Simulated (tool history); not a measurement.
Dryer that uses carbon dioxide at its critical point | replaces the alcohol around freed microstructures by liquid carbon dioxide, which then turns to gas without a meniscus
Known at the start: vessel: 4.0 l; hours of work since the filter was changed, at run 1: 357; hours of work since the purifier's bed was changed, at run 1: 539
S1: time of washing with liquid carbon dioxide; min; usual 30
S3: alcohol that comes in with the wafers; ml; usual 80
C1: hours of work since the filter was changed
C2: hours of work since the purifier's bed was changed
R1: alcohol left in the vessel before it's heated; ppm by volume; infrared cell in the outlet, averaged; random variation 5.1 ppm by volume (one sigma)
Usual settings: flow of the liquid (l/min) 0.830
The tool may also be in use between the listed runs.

run 1 hour=0.0 | S1=30 flow_of_the_liquid_(l/min)=0.830 S3=80 | C1=357 C2=539 | R1=206
run 2 hour=42.7 | S1=35 flow_of_the_liquid_(l/min)=0.830 S3=80 | C1=372 C2=554 | R1=151
run 3 hour=64.6 | S1=42 flow_of_the_liquid_(l/min)=0.830 S3=80 | C1=379 C2=561 | R1=122
run 4 hour=108.8 | S1=30 flow_of_the_liquid_(l/min)=0.691 S3=80 | C1=395 C2=577 | R1=378
run 5 hour=153.0 | S1=30 flow_of_the_liquid_(l/min)=0.691 S3=80 | C1=411 C2=593 | R1=368
run 6 hour=197.4 | S1=30 flow_of_the_liquid_(l/min)=0.830 S3=80 | C1=426 C2=608 | R1=227
run 7 hour=229.8 | S1=30 flow_of_the_liquid_(l/min)=0.830 S3=80 | C1=438 C2=620 | R1=238
run 8 hour=266.1 | S1=30 flow_of_the_liquid_(l/min)=0.830 S3=80 | C1=451 C2=633 | R1=236
run 9 hour=291.6 | S1=30 flow_of_the_liquid_(l/min)=0.830 S3=80 | C1=460 C2=642 | R1=249
run 10 hour=320.0 | S1=30 flow_of_the_liquid_(l/min)=0.830 S3=21 | C1=470 C2=652 | R1=170
run 11 hour=357.7 | S1=30 flow_of_the_liquid_(l/min)=0.830 S3=21 | C1=483 C2=665 | R1=164
run 12 hour=403.3 | S1=22 flow_of_the_liquid_(l/min)=1.224 S3=66 | C1=499 C2=681 | R1=196
run 13 hour=447.9 | S1=25 flow_of_the_liquid_(l/min)=0.863 S3=45 | C1=515 C2=697 | R1=296
-- hour=453.2 inlet filter changed
run 14 hour=474.9 | S1=30 flow_of_the_liquid_(l/min)=1.317 S3=34 | C1=8 C2=706 | R1=149
run 15 hour=516.3 | S1=30 flow_of_the_liquid_(l/min)=1.317 S3=34 | C1=22 C2=721 | R1=124
run 16 hour=558.4 | S1=30 flow_of_the_liquid_(l/min)=1.318 S3=34 | C1=37 C2=736 | R1=141
run 17 hour=591.3 | S1=30 flow_of_the_liquid_(l/min)=1.318 S3=34 | C1=49 C2=747 | R1=144
run 18 hour=623.4 | S1=30 flow_of_the_liquid_(l/min)=0.830 S3=118 | C1=60 C2=759 | R1=240
run 19 hour=663.4 | S1=30 flow_of_the_liquid_(l/min)=0.710 S3=24 | C1=74 C2=773 | R1=200

3 ways to go on from here, each from the tool as it stands after run 19. What would each give?
run A hour=700.3 | S1=30 flow_of_the_liquid_(l/min)=0.866 S3=24 | C1=87 C2=786 | R1=?
run B hour=700.3 | S1=23 flow_of_the_liquid_(l/min)=0.938 S3=96 | C1=87 C2=786 | R1=?
run C hour=700.3 | S1=47 flow_of_the_liquid_(l/min)=0.710 S3=27 | C1=87 C2=786 | R1=?

run=A R1=168
run=B R1=329
run=C R1=154
Without the tool's hidden state the same runs would have given:
run=A R1=20
run=B R1=158
run=C R1=5
